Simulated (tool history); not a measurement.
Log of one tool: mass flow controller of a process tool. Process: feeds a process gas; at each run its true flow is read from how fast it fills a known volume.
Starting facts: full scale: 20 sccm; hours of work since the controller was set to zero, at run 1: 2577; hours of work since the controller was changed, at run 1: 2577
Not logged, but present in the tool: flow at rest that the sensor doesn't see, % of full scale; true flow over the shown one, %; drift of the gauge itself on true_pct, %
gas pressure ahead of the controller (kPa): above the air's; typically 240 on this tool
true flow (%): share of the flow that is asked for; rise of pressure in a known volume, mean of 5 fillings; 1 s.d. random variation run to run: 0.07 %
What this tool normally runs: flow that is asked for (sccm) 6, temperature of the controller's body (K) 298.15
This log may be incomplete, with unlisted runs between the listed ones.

run    hour  flow that is asked for (sccm)  gas pressure ahead of the controller (kPa)  temperature of the controller's body (K)  hours of work since the controller was set to zero  hours of work since the controller was changed  true flow (%)
  1       0                              6                                         240                                    298.15                                                2577                                            2577          98.06
  2   176.8                              6                                         240                                    298.15                                                2661                                            2661          98.08
  3   329.2                              6                                         240                                    298.15                                                2734                                            2734          98.13
  4   459.7                              6                                         240                                    298.15                                                2796                                            2796          98.13
  5   608.9                              6                                         240                                    298.15                                                2867                                            2867          98.12
  6     745                              6                                         153                                    298.15                                                2931                                            2931          97.35
  7   917.5                              6                                         240                                    298.15                                                3013                                            3013          98.01
  8  1025.5                              6                                         240                                    300.15                                                3065                                            3065          98.29
  9  1200.3                              6                                         240                                    300.15                                                3148                                            3148          98.28

Estimate the outcome of run 10 from the log above:
 10  1319.1                              6                                         240                                    300.15                                                3204                                            3204              ?

{"run 10": {"true flow (%)": 98.44}}
With the hidden condition absent and the run-to-run variation left alone, this run would have shown true flow (%) 98.43.
